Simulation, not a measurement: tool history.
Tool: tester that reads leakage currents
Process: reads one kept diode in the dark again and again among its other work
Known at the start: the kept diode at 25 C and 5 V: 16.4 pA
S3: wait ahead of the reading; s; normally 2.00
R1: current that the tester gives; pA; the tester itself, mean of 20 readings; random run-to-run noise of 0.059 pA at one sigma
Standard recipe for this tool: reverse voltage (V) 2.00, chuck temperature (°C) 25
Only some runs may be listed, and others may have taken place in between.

{"run": 1, "hour": 0.0, "reverse voltage (V)": 2.0, "chuck temperature (°C)": 25, "S3": 2.0, "R1": 12.56}
{"run": 2, "hour": 41.2, "reverse voltage (V)": 2.0, "chuck temperature (°C)": 26, "S3": 2.0, "R1": 13.62}
{"run": 3, "hour": 128.8, "reverse voltage (V)": 2.0, "chuck temperature (°C)": 21, "S3": 2.0, "R1": 9.5}
{"run": 4, "hour": 169.2, "reverse voltage (V)": 2.0, "chuck temperature (°C)": 48, "S3": 2.0, "R1": 76.43}
{"run": 5, "hour": 251.1, "reverse voltage (V)": 2.0, "chuck temperature (°C)": 48, "S3": 2.0, "R1": 77.13}
{"run": 6, "hour": 297.5, "reverse voltage (V)": 2.0, "chuck temperature (°C)": 41, "S3": 2.0, "R1": 44.99}
{"run": 7, "hour": 361.4, "reverse voltage (V)": 2.0, "chuck temperature (°C)": 41, "S3": 2.0, "R1": 45.33}
{"run": 8, "hour": 427.8, "reverse voltage (V)": 1.34, "chuck temperature (°C)": 25, "S3": 2.0, "R1": 10.53}
{"run": 9, "hour": 523.4, "reverse voltage (V)": 2.0, "chuck temperature (°C)": 25, "S3": 9.33, "R1": 13.43}
{"run": 10, "hour": 598.9, "reverse voltage (V)": 2.0, "chuck temperature (°C)": 22, "S3": 2.0, "R1": 11.08}
{"run": 11, "hour": 692.4, "reverse voltage (V)": 2.0, "chuck temperature (°C)": 49, "S3": 2.0, "R1": 84.79}
{"run": 12, "hour": 761.4, "reverse voltage (V)": 2.0, "chuck temperature (°C)": 25, "S3": 2.0, "R1": 14.02}
{"run": 13, "hour": 818.8, "reverse voltage (V)": 13.04, "chuck temperature (°C)": 25, "S3": 9.82, "R1": 48.44}
{"run": 14, "hour": 867.1, "reverse voltage (V)": 19.32, "chuck temperature (°C)": 51, "S3": 2.0, "R1": 341.29}
{"run": 15, "hour": 953.0, "reverse voltage (V)": 1.62, "chuck temperature (°C)": 51, "S3": 1.58, "R1": 88.99}
{"hour": 996.3, "done": "chuck's temperature calibrated"}
{"run": 16, "hour": 1035.1, "reverse voltage (V)": 1.61, "chuck temperature (°C)": 25, "S3": 0.56, "R1": 12.14}
{"run": 17, "hour": 1075.5, "reverse voltage (V)": 1.41, "chuck temperature (°C)": 48, "S3": 0.52, "R1": 62.93}
{"run": 18, "hour": 1116.9, "reverse voltage (V)": 2.0, "chuck temperature (°C)": 55, "S3": 2.0, "R1": 128.49}
{"run": 19, "hour": 1201.1, "reverse voltage (V)": 2.0, "chuck temperature (°C)": 55, "S3": 2.0, "R1": 127.93}
{"hour": 1210.6, "done": "probe card cleaned and baked"}
{"run": 20, "hour": 1292.9, "reverse voltage (V)": 2.0, "chuck temperature (°C)": 24, "S3": 1.97, "R1": 9.72}
{"run": 21, "hour": 1385.3, "reverse voltage (V)": 4.43, "chuck temperature (°C)": 41, "S3": 1.34, "R1": 63.73}
{"run": 22, "hour": 1448.1, "reverse voltage (V)": 2.0, "chuck temperature (°C)": 34, "S3": 0.64, "R1": 23.85}
{"run": 23, "hour": 1518.0, "reverse voltage (V)": 2.0, "chuck temperature (°C)": 30, "S3": 3.3, "R1": 16.89}

4 ways to go on from here, each from the tool as it stands after run 23. What would each give?
{"run": "A", "hour": 1570.2, "reverse voltage (V)": 2.51, "chuck temperature (°C)": 41, "S3": 3.3, "R1": "?"}
{"run": "B", "hour": 1570.2, "reverse voltage (V)": 8.25, "chuck temperature (°C)": 30, "S3": 5.79, "R1": "?"}
{"run": "C", "hour": 1570.2, "reverse voltage (V)": 1.67, "chuck temperature (°C)": 30, "S3": 5.17, "R1": "?"}
{"run": "D", "hour": 1570.2, "reverse voltage (V)": 2.0, "chuck temperature (°C)": 24, "S3": 0.45, "R1": "?"}

run=A R1=47.86
run=B R1=36.59
run=C R1=15.48
run=D R1=10.54
Without the tool's hidden state the same runs would have given:
run=A R1=46.15
run=B R1=33.56
run=C R1=14.67
run=D R1=9.77
